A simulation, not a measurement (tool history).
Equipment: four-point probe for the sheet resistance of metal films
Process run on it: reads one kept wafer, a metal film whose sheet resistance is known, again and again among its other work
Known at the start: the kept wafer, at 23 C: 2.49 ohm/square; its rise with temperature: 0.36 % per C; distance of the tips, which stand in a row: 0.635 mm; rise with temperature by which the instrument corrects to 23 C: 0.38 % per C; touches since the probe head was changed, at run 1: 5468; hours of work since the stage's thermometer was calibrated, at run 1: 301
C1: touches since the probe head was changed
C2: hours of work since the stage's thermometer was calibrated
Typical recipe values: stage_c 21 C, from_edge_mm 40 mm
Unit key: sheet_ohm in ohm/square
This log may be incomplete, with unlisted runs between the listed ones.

{"run": 1, "hour": 0.0, "stage_c": 21, "from_edge_mm": 40, "C1": 5468, "C2": 301, "sheet_ohm": 2.491981}
{"run": 2, "hour": 36.3, "stage_c": 21, "from_edge_mm": 40, "C1": 6796, "C2": 326, "sheet_ohm": 2.492062}
{"run": 3, "hour": 83.9, "stage_c": 20, "from_edge_mm": 40, "C1": 8544, "C2": 359, "sheet_ohm": 2.492598}
{"run": 4, "hour": 134.7, "stage_c": 21, "from_edge_mm": 40, "C1": 10402, "C2": 394, "sheet_ohm": 2.492395}
{"run": 5, "hour": 168.3, "stage_c": 18, "from_edge_mm": 40, "C1": 11635, "C2": 417, "sheet_ohm": 2.494019}
{"run": 6, "hour": 230.5, "stage_c": 18, "from_edge_mm": 40, "C1": 13913, "C2": 460, "sheet_ohm": 2.493602}
{"run": 7, "hour": 268.9, "stage_c": 29, "from_edge_mm": 40, "C1": 15319, "C2": 486, "sheet_ohm": 2.485914}
{"run": 8, "hour": 303.0, "stage_c": 29, "from_edge_mm": 40, "C1": 16569, "C2": 510, "sheet_ohm": 2.486755}
{"run": 9, "hour": 337.8, "stage_c": 29, "from_edge_mm": 40, "C1": 17845, "C2": 533, "sheet_ohm": 2.485971}
{"run": 10, "hour": 407.4, "stage_c": 29, "from_edge_mm": 40, "C1": 20394, "C2": 581, "sheet_ohm": 2.486312}
{"run": 11, "hour": 449.2, "stage_c": 21, "from_edge_mm": 40, "C1": 21925, "C2": 610, "sheet_ohm": 2.491712}
{"run": 12, "hour": 492.3, "stage_c": 21, "from_edge_mm": 40, "C1": 23504, "C2": 640, "sheet_ohm": 2.49219}
{"run": 13, "hour": 525.4, "stage_c": 21, "from_edge_mm": 40, "C1": 24717, "C2": 662, "sheet_ohm": 2.492194}
{"run": 14, "hour": 558.4, "stage_c": 21, "from_edge_mm": 40, "C1": 25926, "C2": 685, "sheet_ohm": 2.492673}
{"run": 15, "hour": 597.7, "stage_c": 21, "from_edge_mm": 40, "C1": 27368, "C2": 712, "sheet_ohm": 2.491667}
{"run": 16, "hour": 651.3, "stage_c": 21, "from_edge_mm": 5, "C1": 29332, "C2": 749, "sheet_ohm": 2.513951}
{"run": 17, "hour": 708.3, "stage_c": 21, "from_edge_mm": 16, "C1": 31421, "C2": 788, "sheet_ohm": 2.493264}
{"run": 18, "hour": 744.6, "stage_c": 21, "from_edge_mm": 16, "C1": 32751, "C2": 813, "sheet_ohm": 2.49369}
{"run": 19, "hour": 810.7, "stage_c": 21, "from_edge_mm": 16, "C1": 35173, "C2": 859, "sheet_ohm": 2.493812}
{"run": 20, "hour": 842.9, "stage_c": 28, "from_edge_mm": 11, "C1": 36353, "C2": 881, "sheet_ohm": 2.491653}
{"run": 21, "hour": 898.3, "stage_c": 25, "from_edge_mm": 35, "C1": 38381, "C2": 919, "sheet_ohm": 2.489083}
{"run": 22, "hour": 948.4, "stage_c": 30, "from_edge_mm": 38, "C1": 40218, "C2": 953, "sheet_ohm": 2.485981}
{"run": 23, "hour": 992.1, "stage_c": 29, "from_edge_mm": 18, "C1": 41817, "C2": 983, "sheet_ohm": 2.487795}
{"run": 24, "hour": 1027.5, "stage_c": 21, "from_edge_mm": 19, "C1": 43116, "C2": 1008, "sheet_ohm": 2.492354}
{"run": 25, "hour": 1082.6, "stage_c": 20, "from_edge_mm": 19, "C1": 45134, "C2": 1046, "sheet_ohm": 2.494379}
{"run": 26, "hour": 1129.6, "stage_c": 22, "from_edge_mm": 20, "C1": 46858, "C2": 1078, "sheet_ohm": 2.491925}

For run 27, what comes out?
{"run": 27, "hour": 1199.8, "stage_c": 22, "from_edge_mm": 20, "C1": 49430, "C2": 1126, "sheet_ohm": "?"}

Run 27 produced sheet_ohm 2.491969 ohm/square.
On a tool with no hidden condition, and with the same random variation, this run would have come out at sheet_ohm 2.491954 ohm/square.
